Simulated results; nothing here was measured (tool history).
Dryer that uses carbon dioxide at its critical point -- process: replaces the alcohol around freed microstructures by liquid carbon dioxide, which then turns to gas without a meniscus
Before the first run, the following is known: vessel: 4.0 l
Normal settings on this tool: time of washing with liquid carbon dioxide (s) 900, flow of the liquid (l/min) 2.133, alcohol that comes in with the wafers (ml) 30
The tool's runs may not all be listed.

| run | hour | time of washing with liquid carbon dioxide (s) | flow of the liquid (l/min) | alcohol that comes in with the wafers (ml) | alcohol left in the vessel before it's heated (ppm by volume) |
|---|---|---|---|---|---|
| 1 | 0 | 900 | 2.133 | 30 | 24 |
| 2 | 19.6 | 900 | 2.133 | 30 | 38 |
| 3 | 43 | 900 | 2.133 | 30 | 32 |
| 4 | 58.6 | 900 | 2.133 | 30 | 42 |
| 5 | 79.5 | 900 | 2.133 | 30 | 37 |
| 6 | 94.8 | 900 | 2.133 | 30 | 48 |
| 7 | 113.7 | 720 | 2.133 | 30 | 93 |
| 8 | 136.6 | 720 | 2.133 | 30 | 97 |
| 9 | 160.3 | 840 | 2.133 | 25 | 70 |
| 10 | 181.1 | 780 | 2.52 | 66 | 95 |
| 11 | 196.1 | 720 | 2.133 | 36 | 132 |
| 12 | 207.1 | 900 | 2.133 | 30 | 72 |
| 13 | 217.5 | 1140 | 2.34 | 110 | 67 |
| 14 | 235.8 | 1380 | 1.42 | 30 | 77 |
| 15 | 255.8 | 1380 | 1.42 | 30 | 79 |
| 16 | 277.6 | 660 | 1.49 | 28 | 436 |

Alternative continuations, all from the tool just after run 16; predict every row:
| A | 293.5 | 900 | 3.4 | 46 | ? |
| B | 293.5 | 660 | 1.49 | 23 | ? |
| C | 293.5 | 1320 | 2.13 | 30 | ? |
| D | 293.5 | 1140 | 1.45 | 30 | ? |
| E | 293.5 | 660 | 2.15 | 28 | ? |

| run | alcohol left in the vessel before it's heated (ppm by volume) |
|---|---|
| A | 73 |
| B | 379 |
| C | 74 |
| D | 136 |
| E | 171 |
The same runs, with their run-to-run variation unchanged, on a tool lacking any hidden condition would have given:
| run | alcohol left in the vessel before it's heated (ppm by volume) |
|---|---|
| A | 8 |
| B | 211 |
| C | 9 |
| D | 41 |
| E | 62 |

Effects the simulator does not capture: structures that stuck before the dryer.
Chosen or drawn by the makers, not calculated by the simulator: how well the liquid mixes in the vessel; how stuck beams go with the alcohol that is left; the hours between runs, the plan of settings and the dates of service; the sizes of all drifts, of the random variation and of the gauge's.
